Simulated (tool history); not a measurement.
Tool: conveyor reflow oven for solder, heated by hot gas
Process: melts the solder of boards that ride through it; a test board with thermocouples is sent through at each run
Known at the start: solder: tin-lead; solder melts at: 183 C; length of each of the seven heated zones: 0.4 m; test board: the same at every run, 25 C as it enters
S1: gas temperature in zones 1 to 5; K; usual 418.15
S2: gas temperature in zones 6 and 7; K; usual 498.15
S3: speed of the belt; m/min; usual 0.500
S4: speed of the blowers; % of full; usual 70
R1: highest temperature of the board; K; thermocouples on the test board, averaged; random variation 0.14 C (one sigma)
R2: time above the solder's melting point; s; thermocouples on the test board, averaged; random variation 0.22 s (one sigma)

| run | hour | S1 | S2 | S3 | S4 | R1 | R2 |
|---|---|---|---|---|---|---|---|
| 1 | 0.0 | 418.15 | 498.15 | 0.500 | 70 | 485.45 | 70.6 |
| 2 | 46.2 | 418.15 | 498.15 | 0.500 | 70 | 485.25 | 70.4 |
| 3 | 129.0 | 418.15 | 498.15 | 0.500 | 70 | 485.05 | 70.4 |
| 4 | 226.8 | 418.15 | 498.15 | 0.437 | 70 | 488.65 | 85.8 |
| 5 | 286.2 | 418.15 | 498.15 | 0.437 | 70 | 488.45 | 85.2 |
|  | 369.3 | flux residue cleaned out of gas plates and filters |
| 6 | 384.4 | 418.15 | 492.15 | 0.500 | 70 | 481.15 | 66.0 |
| 7 | 447.7 | 418.15 | 498.15 | 0.439 | 70 | 489.45 | 86.5 |
| 8 | 537.8 | 418.15 | 512.15 | 0.500 | 70 | 497.85 | 81.9 |
| 9 | 621.8 | 418.15 | 512.15 | 0.500 | 70 | 497.45 | 81.8 |
| 10 | 714.4 | 418.15 | 498.15 | 0.500 | 70 | 485.55 | 70.5 |
|  | 736.7 | thermocouples of zones 6 and 7 changed |
| 11 | 789.2 | 418.15 | 498.15 | 0.500 | 70 | 482.85 | 67.6 |
| 12 | 881.6 | 418.15 | 498.15 | 0.500 | 70 | 482.55 | 67.9 |
|  | 930.0 | flux residue cleaned out of gas plates and filters |
| 13 | 931.6 | 418.15 | 498.15 | 0.500 | 70 | 484.05 | 69.7 |
| 14 | 1020.0 | 418.15 | 498.15 | 0.500 | 70 | 483.65 | 69.3 |
| 15 | 1111.6 | 418.15 | 498.15 | 0.500 | 70 | 483.75 | 69.0 |
| 16 | 1180.3 | 418.15 | 498.15 | 0.500 | 70 | 483.55 | 69.3 |
| 17 | 1259.8 | 407.15 | 505.15 | 0.500 | 50 | 479.15 | 55.1 |
| 18 | 1328.6 | 407.15 | 505.15 | 0.500 | 50 | 478.85 | 54.3 |
| 19 | 1372.3 | 418.15 | 498.15 | 0.500 | 62 | 480.75 | 64.5 |
| 20 | 1445.1 | 418.15 | 505.15 | 0.500 | 62 | 486.45 | 71.4 |
|  | 1489.8 | flux residue cleaned out of gas plates and filters |
|  | 1506.5 | belt drive overhauled, speed set with a stopwatch |
| 21 | 1515.9 | 418.15 | 492.15 | 0.500 | 70 | 479.05 | 62.0 |
| 22 | 1589.5 | 418.15 | 487.15 | 0.594 | 88 | 474.35 | 46.8 |
| 23 | 1651.6 | 418.15 | 487.15 | 0.594 | 88 | 474.35 | 46.5 |
| 24 | 1721.2 | 428.15 | 487.15 | 0.594 | 55 | 467.15 | 34.4 |
| 25 | 1807.8 | 411.15 | 487.15 | 0.594 | 74 | 468.85 | 34.0 |
| 26 | 1897.5 | 411.15 | 487.15 | 0.594 | 74 | 468.85 | 33.0 |
| 27 | 1943.1 | 411.15 | 487.15 | 0.410 | 74 | 478.65 | 75.2 |
| 28 | 2028.4 | 406.15 | 500.15 | 0.431 | 78 | 488.75 | 81.4 |
|  | 2054.5 | flux residue cleaned out of gas plates and filters |
| 29 | 2088.4 | 433.15 | 498.15 | 0.500 | 56 | 483.25 | 75.6 |

Forecast each of these 3 alternatives for the next run:
| A | 2165.4 | 404.15 | 498.15 | 0.408 | 61 | ? | ? |
| B | 2165.4 | 433.15 | 500.15 | 0.409 | 53 | ? | ? |
| C | 2165.4 | 418.15 | 498.15 | 0.596 | 70 | ? | ? |

| run | R1 | R2 |
|---|---|---|
| A | 485.35 | 78.9 |
| B | 489.35 | 101.6 |
| C | 479.05 | 50.2 |
Without the tool's hidden state the same runs would have given:
| run | R1 | R2 |
|---|---|---|
| A | 484.25 | 77.2 |
| B | 488.25 | 99.9 |
| C | 478.25 | 49.0 |
